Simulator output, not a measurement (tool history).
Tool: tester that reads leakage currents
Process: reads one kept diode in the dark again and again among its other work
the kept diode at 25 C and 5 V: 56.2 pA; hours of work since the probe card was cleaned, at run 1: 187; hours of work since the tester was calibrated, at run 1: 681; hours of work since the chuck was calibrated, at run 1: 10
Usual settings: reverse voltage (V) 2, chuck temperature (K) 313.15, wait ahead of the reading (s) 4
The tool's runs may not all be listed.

run,hour,reverse voltage (V),chuck temperature (K),wait ahead of the reading (s),hours of work since the probe card was cleaned,hours of work since the tester was calibrated,hours of work since the chuck was calibrated,current that the tester gives (pA)
1,0,2,313.15,4,187,681,10,102.03
2,32.6,2,313.15,4,208,702,31,103.32
3,68.1,2,313.15,4,231,725,54,103.25
4,100.5,2,313.15,4,252,746,75,104.4
5,132,2,313.15,4,273,767,96,104.66
6,164.4,2,313.15,4,294,788,117,104.83
7,206.6,2.38,321.15,3.61,321,815,144,192.37
8,230.5,2.4,321.15,3.61,337,831,160,192.63

The next listed run, before its measurement:
9,261,1.24,321.15,4.08,356,850,179,?

Run 9 gave current that the tester gives (pA) 141.59.
Without the tool's hidden state the same run would have given current that the tester gives (pA) 137.77.
